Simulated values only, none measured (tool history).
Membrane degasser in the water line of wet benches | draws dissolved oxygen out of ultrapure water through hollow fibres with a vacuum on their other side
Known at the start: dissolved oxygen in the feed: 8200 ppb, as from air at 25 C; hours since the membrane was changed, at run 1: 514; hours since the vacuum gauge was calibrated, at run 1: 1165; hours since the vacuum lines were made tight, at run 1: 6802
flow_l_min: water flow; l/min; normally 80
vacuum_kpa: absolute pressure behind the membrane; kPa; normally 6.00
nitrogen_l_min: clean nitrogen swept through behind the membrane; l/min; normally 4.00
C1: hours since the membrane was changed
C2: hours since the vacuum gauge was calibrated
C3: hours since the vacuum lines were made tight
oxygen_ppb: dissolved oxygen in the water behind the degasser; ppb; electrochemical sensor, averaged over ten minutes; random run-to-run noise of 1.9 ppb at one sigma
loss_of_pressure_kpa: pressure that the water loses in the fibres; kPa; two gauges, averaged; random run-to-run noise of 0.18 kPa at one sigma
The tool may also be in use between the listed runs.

run 1 day=0.000 | flow_l_min=80 vacuum_kpa=6.00 nitrogen_l_min=4.00 | C1=514 C2=1165 C3=6802 | oxygen_ppb=184.3 loss_of_pressure_kpa=31.54
run 2 day=1.258 | flow_l_min=80 vacuum_kpa=6.00 nitrogen_l_min=4.00 | C1=544 C2=1195 C3=6832 | oxygen_ppb=184.6 loss_of_pressure_kpa=31.69
run 3 day=3.504 | flow_l_min=80 vacuum_kpa=6.00 nitrogen_l_min=4.00 | C1=598 C2=1249 C3=6886 | oxygen_ppb=182.4 loss_of_pressure_kpa=31.59
run 4 day=5.479 | flow_l_min=80 vacuum_kpa=6.00 nitrogen_l_min=2.78 | C1=646 C2=1297 C3=6933 | oxygen_ppb=225.3 loss_of_pressure_kpa=31.61
run 5 day=7.888 | flow_l_min=80 vacuum_kpa=6.00 nitrogen_l_min=2.78 | C1=704 C2=1354 C3=6991 | oxygen_ppb=225.0 loss_of_pressure_kpa=31.81
run 6 day=9.000 | flow_l_min=80 vacuum_kpa=6.00 nitrogen_l_min=4.00 | C1=730 C2=1381 C3=7018 | oxygen_ppb=181.4 loss_of_pressure_kpa=31.81
run 7 day=10.417 | flow_l_min=80 vacuum_kpa=6.44 nitrogen_l_min=4.00 | C1=764 C2=1415 C3=7052 | oxygen_ppb=200.1 loss_of_pressure_kpa=31.77
run 8 day=12.788 | flow_l_min=67 vacuum_kpa=6.00 nitrogen_l_min=4.00 | C1=821 C2=1472 C3=7109 | oxygen_ppb=150.1 loss_of_pressure_kpa=26.39
run 9 day=14.338 | flow_l_min=80 vacuum_kpa=6.00 nitrogen_l_min=4.00 | C1=858 C2=1509 C3=7146 | oxygen_ppb=178.3 loss_of_pressure_kpa=31.52
run 10 day=15.550 | flow_l_min=80 vacuum_kpa=6.00 nitrogen_l_min=4.00 | C1=887 C2=1538 C3=7175 | oxygen_ppb=181.8 loss_of_pressure_kpa=31.85
run 11 day=18.121 | flow_l_min=80 vacuum_kpa=8.83 nitrogen_l_min=4.00 | C1=949 C2=1600 C3=7237 | oxygen_ppb=299.6 loss_of_pressure_kpa=32.21
run 12 day=19.904 | flow_l_min=80 vacuum_kpa=8.83 nitrogen_l_min=4.00 | C1=992 C2=1643 C3=7280 | oxygen_ppb=305.6 loss_of_pressure_kpa=31.80
run 13 day=21.433 | flow_l_min=80 vacuum_kpa=8.83 nitrogen_l_min=4.00 | C1=1029 C2=1679 C3=7316 | oxygen_ppb=305.7 loss_of_pressure_kpa=31.64
run 14 day=23.212 | flow_l_min=80 vacuum_kpa=8.83 nitrogen_l_min=4.00 | C1=1071 C2=1722 C3=7359 | oxygen_ppb=305.2 loss_of_pressure_kpa=31.78
run 15 day=24.438 | flow_l_min=80 vacuum_kpa=8.83 nitrogen_l_min=4.00 | C1=1101 C2=1752 C3=7389 | oxygen_ppb=303.8 loss_of_pressure_kpa=31.49
run 16 day=26.067 | flow_l_min=80 vacuum_kpa=6.00 nitrogen_l_min=4.00 | C1=1140 C2=1791 C3=7428 | oxygen_ppb=182.7 loss_of_pressure_kpa=31.62
run 17 day=28.458 | flow_l_min=80 vacuum_kpa=6.00 nitrogen_l_min=5.14 | C1=1197 C2=1848 C3=7485 | oxygen_ppb=157.5 loss_of_pressure_kpa=32.01
run 18 day=30.979 | flow_l_min=80 vacuum_kpa=6.00 nitrogen_l_min=5.14 | C1=1258 C2=1909 C3=7545 | oxygen_ppb=159.0 loss_of_pressure_kpa=31.71
run 19 day=33.546 | flow_l_min=80 vacuum_kpa=4.66 nitrogen_l_min=8.84 | C1=1319 C2=1970 C3=7607 | oxygen_ppb=94.3 loss_of_pressure_kpa=31.76
run 20 day=35.038 | flow_l_min=80 vacuum_kpa=4.66 nitrogen_l_min=8.84 | C1=1355 C2=2006 C3=7643 | oxygen_ppb=93.7 loss_of_pressure_kpa=31.68
run 21 day=37.321 | flow_l_min=62 vacuum_kpa=13.56 nitrogen_l_min=4.00 | C1=1410 C2=2061 C3=7698 | oxygen_ppb=389.2 loss_of_pressure_kpa=24.62
run 22 day=38.604 | flow_l_min=62 vacuum_kpa=13.56 nitrogen_l_min=4.00 | C1=1441 C2=2092 C3=7728 | oxygen_ppb=383.7 loss_of_pressure_kpa=24.46
run 23 day=40.825 | flow_l_min=54 vacuum_kpa=11.67 nitrogen_l_min=4.00 | C1=1494 C2=2145 C3=7782 | oxygen_ppb=286.0 loss_of_pressure_kpa=21.47
run 24 day=43.108 | flow_l_min=100 vacuum_kpa=10.74 nitrogen_l_min=5.60 | C1=1549 C2=2200 C3=7837 | oxygen_ppb=379.7 loss_of_pressure_kpa=39.51
run 25 day=44.646 | flow_l_min=100 vacuum_kpa=10.74 nitrogen_l_min=5.60 | C1=1586 C2=2237 C3=7873 | oxygen_ppb=373.7 loss_of_pressure_kpa=39.79
run 26 day=46.104 | flow_l_min=100 vacuum_kpa=10.74 nitrogen_l_min=5.60 | C1=1621 C2=2272 C3=7908 | oxygen_ppb=374.0 loss_of_pressure_kpa=39.59
run 27 day=47.442 | flow_l_min=75 vacuum_kpa=9.58 nitrogen_l_min=3.42 | C1=1653 C2=2304 C3=7941 | oxygen_ppb=350.1 loss_of_pressure_kpa=29.83
run 28 day=48.975 | flow_l_min=63 vacuum_kpa=11.08 nitrogen_l_min=8.88 | C1=1690 C2=2340 C3=7977 | oxygen_ppb=171.3 loss_of_pressure_kpa=25.26
run 29 day=51.600 | flow_l_min=63 vacuum_kpa=11.08 nitrogen_l_min=8.88 | C1=1753 C2=2403 C3=8040 | oxygen_ppb=171.1 loss_of_pressure_kpa=25.16
run 30 day=53.796 | flow_l_min=48 vacuum_kpa=7.16 nitrogen_l_min=11.90 | C1=1805 C2=2456 C3=8093 | oxygen_ppb=64.9 loss_of_pressure_kpa=19.04
run 31 day=55.762 | flow_l_min=73 vacuum_kpa=6.11 nitrogen_l_min=5.91 | C1=1852 C2=2503 C3=8140 | oxygen_ppb=133.4 loss_of_pressure_kpa=28.95
run 32 day=56.992 | flow_l_min=49 vacuum_kpa=9.00 nitrogen_l_min=2.19 | C1=1882 C2=2533 C3=8170 | oxygen_ppb=300.9 loss_of_pressure_kpa=19.40
run 33 day=58.962 | flow_l_min=127 vacuum_kpa=5.14 nitrogen_l_min=6.77 | C1=1929 C2=2580 C3=8217 | oxygen_ppb=196.4 loss_of_pressure_kpa=50.46

What if the next run were any one of these 3? Each begins from the tool's condition after run 33:
run A day=60.542 | flow_l_min=87 vacuum_kpa=10.03 nitrogen_l_min=3.49 | C1=1967 C2=2618 C3=8255 | oxygen_ppb=? loss_of_pressure_kpa=?
run B day=60.542 | flow_l_min=126 vacuum_kpa=5.14 nitrogen_l_min=6.77 | C1=1967 C2=2618 C3=8255 | oxygen_ppb=? loss_of_pressure_kpa=?
run C day=60.542 | flow_l_min=96 vacuum_kpa=12.99 nitrogen_l_min=2.02 | C1=1967 C2=2618 C3=8255 | oxygen_ppb=? loss_of_pressure_kpa=?

run=A oxygen_ppb=427.2 loss_of_pressure_kpa=34.21
run=B oxygen_ppb=193.2 loss_of_pressure_kpa=50.02
run=C oxygen_ppb=894.5 loss_of_pressure_kpa=38.00
Without the tool's unlogged condition, the same runs would have read:
run=A oxygen_ppb=427.1 loss_of_pressure_kpa=34.20
run=B oxygen_ppb=193.1 loss_of_pressure_kpa=50.01
run=C oxygen_ppb=894.4 loss_of_pressure_kpa=38.00

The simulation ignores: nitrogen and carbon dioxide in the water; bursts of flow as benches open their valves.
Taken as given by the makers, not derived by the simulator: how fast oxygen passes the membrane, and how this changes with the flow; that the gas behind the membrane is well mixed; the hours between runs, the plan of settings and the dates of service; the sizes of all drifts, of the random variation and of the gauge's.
